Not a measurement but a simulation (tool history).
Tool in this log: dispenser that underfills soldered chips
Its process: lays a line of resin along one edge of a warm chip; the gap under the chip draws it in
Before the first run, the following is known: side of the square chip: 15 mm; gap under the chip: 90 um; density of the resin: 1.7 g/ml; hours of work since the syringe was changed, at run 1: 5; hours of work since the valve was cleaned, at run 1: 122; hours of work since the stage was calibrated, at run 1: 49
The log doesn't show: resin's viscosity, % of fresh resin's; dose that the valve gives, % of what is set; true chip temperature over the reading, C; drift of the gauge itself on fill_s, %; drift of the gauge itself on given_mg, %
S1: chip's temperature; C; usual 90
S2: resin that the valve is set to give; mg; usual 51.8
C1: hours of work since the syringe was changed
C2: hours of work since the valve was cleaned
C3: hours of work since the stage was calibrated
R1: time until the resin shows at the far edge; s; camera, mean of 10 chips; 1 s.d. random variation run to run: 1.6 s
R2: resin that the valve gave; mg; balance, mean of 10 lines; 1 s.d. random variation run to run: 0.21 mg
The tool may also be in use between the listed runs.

| run | hour | S1 | S2 | C1 | C2 | C3 | R1 | R2 |
|---|---|---|---|---|---|---|---|---|
| 1 | 0.0 | 90 | 51.8 | 5 | 122 | 49 | 187.2 | 45.28 |
| 2 | 3.4 | 90 | 51.8 | 7 | 124 | 51 | 204.4 | 45.45 |
|  | 4.0 | new syringe of resin |
| 3 | 6.6 | 76 | 51.8 | 2 | 126 | 53 | 326.9 | 45.37 |
| 4 | 11.0 | 76 | 51.8 | 4 | 129 | 56 | 354.6 | 45.10 |
| 5 | 14.7 | 90 | 44.7 | 7 | 131 | 58 | 212.8 | 38.79 |
|  | 15.9 | new syringe of resin |
|  | 18.1 | dispensing valve cleaned and set on the balance |
| 6 | 19.1 | 90 | 44.7 | 1 | 1 | 60 | 169.1 | 44.90 |
| 7 | 22.6 | 90 | 51.8 | 4 | 3 | 63 | 177.3 | 51.61 |
| 8 | 27.1 | 90 | 49.1 | 6 | 6 | 65 | 199.8 | 49.03 |
|  | 28.7 | new syringe of resin |
| 9 | 30.2 | 83 | 64.7 | 1 | 7 | 67 | 214.2 | 64.16 |
| 10 | 32.8 | 90 | 53.4 | 3 | 9 | 69 | 167.8 | 53.54 |
| 11 | 38.1 | 90 | 53.4 | 6 | 12 | 72 | 190.6 | 52.81 |
|  | 40.7 | new syringe of resin |
| 12 | 40.8 | 103 | 48.6 | 0 | 14 | 74 | 89.6 | 48.13 |
| 13 | 45.1 | 86 | 60.4 | 3 | 17 | 76 | 198.8 | 60.09 |
| 14 | 48.8 | 86 | 60.4 | 5 | 19 | 79 | 219.8 | 59.64 |
|  | 52.4 | new syringe of resin |
| 15 | 52.6 | 86 | 65.2 | 0 | 21 | 81 | 182.2 | 64.40 |
| 16 | 56.9 | 103 | 65.2 | 3 | 24 | 84 | 97.0 | 64.26 |

Forecast each of these 5 alternatives for the next run:
| A | 60.6 | 81 | 53.3 | 5 | 26 | 86 | ? | ? |
| B | 60.6 | 100 | 47.9 | 5 | 26 | 86 | ? | ? |
| C | 60.6 | 103 | 53.8 | 5 | 26 | 86 | ? | ? |
| D | 60.6 | 97 | 47.3 | 5 | 26 | 86 | ? | ? |
| E | 60.6 | 77 | 48.2 | 5 | 26 | 86 | ? | ? |

| run | R1 | R2 |
|---|---|---|
| A | 281.9 | 52.16 |
| B | 125.6 | 47.02 |
| C | 108.1 | 52.65 |
| D | 143.1 | 46.04 |
| E | 339.6 | 47.33 |
Take away the tool's hidden state, keep each run's random variation, and the runs would have read:
| run | R1 | R2 |
|---|---|---|
| A | 230.0 | 53.31 |
| B | 102.4 | 48.06 |
| C | 88.4 | 53.81 |
| D | 116.7 | 47.06 |
| E | 276.6 | 48.38 |
